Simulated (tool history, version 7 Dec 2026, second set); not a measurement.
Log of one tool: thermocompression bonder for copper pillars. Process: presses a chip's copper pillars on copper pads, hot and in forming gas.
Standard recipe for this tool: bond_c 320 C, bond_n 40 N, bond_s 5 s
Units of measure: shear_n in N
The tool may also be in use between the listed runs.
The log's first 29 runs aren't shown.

run	hour	bond_c	bond_n	bond_s	shear_n
30	322.0	320	35	3	48.7
31	331.7	310	33	5	51.0
32	341.9	310	25	14	56.1
33	353.1	322	51	5	90.0
34	368.0	296	30	5	39.8
35	379.2	310	28	10	56.4
36	394.4	343	47	6	101.6
37	410.1	343	47	6	98.4
38	422.9	343	47	6	100.6

5 options for the next run, each taken on its own from the tool as it stands now. Forecast them:
A	432.6	331	47	6	?
B	432.6	311	47	4	?
C	432.6	339	28	4	?
D	432.6	344	34	3	?
E	432.6	309	36	7	?

run	shear_n
A	91.5
B	69.5
C	53.2
D	61.1
E	63.4
With the hidden condition removed and each run's random variation left untouched, the same runs would have given:
run	shear_n
A	94.3
B	70.8
C	54.1
D	62.4
E	64.4
